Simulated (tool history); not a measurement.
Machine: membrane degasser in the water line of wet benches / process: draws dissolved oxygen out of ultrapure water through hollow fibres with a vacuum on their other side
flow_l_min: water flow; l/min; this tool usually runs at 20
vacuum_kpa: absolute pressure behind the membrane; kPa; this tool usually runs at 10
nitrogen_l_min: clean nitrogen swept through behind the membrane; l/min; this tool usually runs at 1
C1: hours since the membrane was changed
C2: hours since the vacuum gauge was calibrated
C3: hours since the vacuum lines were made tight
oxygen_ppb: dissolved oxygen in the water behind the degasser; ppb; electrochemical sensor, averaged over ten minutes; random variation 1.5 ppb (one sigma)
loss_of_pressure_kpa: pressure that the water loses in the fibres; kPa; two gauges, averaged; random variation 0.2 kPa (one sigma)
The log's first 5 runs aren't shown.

Run 6, hour 849.2: usual settings; C1 8227; C2 5859; C3 4291. Result: oxygen_ppb 309.4 ppb, loss_of_pressure_kpa 44.48 kPa.
Run 7, hour 1003.9: usual settings but vacuum_kpa 10.3 kPa; C1 8381; C2 6013; C3 4446. Result: oxygen_ppb 319.1 ppb, loss_of_pressure_kpa 44.81 kPa.
Run 8, hour 1174.7: usual settings but vacuum_kpa 20.7 kPa; C1 8552; C2 6184; C3 4617. Result: oxygen_ppb 743.5 ppb, loss_of_pressure_kpa 44.54 kPa.
Run 9, hour 1450: usual settings but flow_l_min 27 l/min, vacuum_kpa 20.7 kPa; C1 8828; C2 6460; C3 4892. Result: oxygen_ppb 959.3 ppb, loss_of_pressure_kpa 60.08 kPa.
Run 10, hour 1619.9: usual settings but flow_l_min 27 l/min, vacuum_kpa 20.7 kPa; C1 8997; C2 6630; C3 5062. Result: oxygen_ppb 967.6 ppb, loss_of_pressure_kpa 60.73 kPa.
Run 11, hour 1816.8: usual settings but flow_l_min 27 l/min, vacuum_kpa 20.7 kPa; C1 9194; C2 6826; C3 5259. Result: oxygen_ppb 957.8 ppb, loss_of_pressure_kpa 60.47 kPa.
Run 12, hour 1977.4: usual settings; C1 9355; C2 6987; C3 5419. Result: oxygen_ppb 308.9 ppb, loss_of_pressure_kpa 44.74 kPa.
Run 13, hour 2132.1: usual settings but flow_l_min 19 l/min; C1 9510; C2 7142; C3 5574. Result: oxygen_ppb 296.8 ppb, loss_of_pressure_kpa 42.45 kPa.
Run 14, hour 2355.5: usual settings but flow_l_min 24 l/min; C1 9733; C2 7365; C3 5797. Result: oxygen_ppb 371 ppb, loss_of_pressure_kpa 54.07 kPa.
Run 15, hour 2604.3: usual settings; C1 9982; C2 7614; C3 6046. Result: oxygen_ppb 310.1 ppb, loss_of_pressure_kpa 45.08 kPa.
Run 16, hour 2844.4: usual settings; C1 10222; C2 7854; C3 6286. Result: oxygen_ppb 311 ppb, loss_of_pressure_kpa 44.88 kPa.
At hour 3007: seals of the vacuum lines changed.
Run 17, hour 3107.6: usual settings but flow_l_min 14 l/min, nitrogen_l_min 0.64 l/min; C1 10483; C2 8115; C3 101. Result: oxygen_ppb 325.5 ppb, loss_of_pressure_kpa 31.7 kPa.
Run 18, hour 3321.7: usual settings but vacuum_kpa 8 kPa; C1 10697; C2 8329; C3 315. Result: oxygen_ppb 221.5 ppb, loss_of_pressure_kpa 45.1 kPa.
At hour 3343.2: vacuum gauge calibrated.
Run 19, hour 3580.6: usual settings but vacuum_kpa 18 kPa, nitrogen_l_min 0.44 l/min; C1 10956; C2 237; C3 573. Result: oxygen_ppb 1183.1 ppb, loss_of_pressure_kpa 44.98 kPa.
Run 20, hour 3823.1: usual settings but nitrogen_l_min 1.82 l/min; C1 11198; C2 480; C3 816. Result: oxygen_ppb 186 ppb, loss_of_pressure_kpa 45.06 kPa.
Run 21, hour 4074.5: usual settings but nitrogen_l_min 1.82 l/min; C1 11450; C2 731; C3 1067. Result: oxygen_ppb 186.7 ppb, loss_of_pressure_kpa 45.29 kPa.
Run 22, hour 4283.5: usual settings but nitrogen_l_min 1.82 l/min; C1 11659; C2 940; C3 1276. Result: oxygen_ppb 187.1 ppb, loss_of_pressure_kpa 45.2 kPa.
At hour 4491.6: vacuum gauge calibrated, once more.
Run 23, hour 4555.2: usual settings but nitrogen_l_min 1.82 l/min; C1 11930; C2 64; C3 1547. Result: oxygen_ppb 181.6 ppb, loss_of_pressure_kpa 45.68 kPa.
Run 24, hour 4695.7: usual settings but nitrogen_l_min 1.82 l/min; C1 12070; C2 204; C3 1688. Result: oxygen_ppb 182 ppb, loss_of_pressure_kpa 45.47 kPa.
Run 25, hour 4902.7: usual settings but flow_l_min 32 l/min, vacuum_kpa 12 kPa, nitrogen_l_min 2.38 l/min; C1 12277; C2 411; C3 1895. Result: oxygen_ppb 344 ppb, loss_of_pressure_kpa 72.33 kPa.
Run 26, hour 5152.3: usual settings but flow_l_min 32 l/min, vacuum_kpa 12 kPa, nitrogen_l_min 2.38 l/min; C1 12527; C2 661; C3 2144. Result: oxygen_ppb 342.4 ppb, loss_of_pressure_kpa 72.65 kPa.
Run 27, hour 5345.5: usual settings but flow_l_min 22 l/min, vacuum_kpa 6.6 kPa, nitrogen_l_min 0.75 l/min; C1 12720; C2 854; C3 2337. Result: oxygen_ppb 221.5 ppb, loss_of_pressure_kpa 49.83 kPa.
Run 28, hour 5511.9: usual settings but nitrogen_l_min 0.41 l/min; C1 12886; C2 1020; C3 2504. Result: oxygen_ppb 610 ppb, loss_of_pressure_kpa 45.42 kPa.

Run 29 is up next; what results do you expect?
Run 29, hour 5789.6: usual settings but nitrogen_l_min 0.41 l/min; C1 13164; C2 1298; C3 2782. Result: oxygen_ppb ?, loss_of_pressure_kpa ?.

oxygen_ppb: 612.1 ppb
loss_of_pressure_kpa: 45.29 kPa
With the hidden condition absent and the run-to-run variation left alone, this run would have shown oxygen_ppb 607.1 ppb, loss_of_pressure_kpa 43.25 kPa.

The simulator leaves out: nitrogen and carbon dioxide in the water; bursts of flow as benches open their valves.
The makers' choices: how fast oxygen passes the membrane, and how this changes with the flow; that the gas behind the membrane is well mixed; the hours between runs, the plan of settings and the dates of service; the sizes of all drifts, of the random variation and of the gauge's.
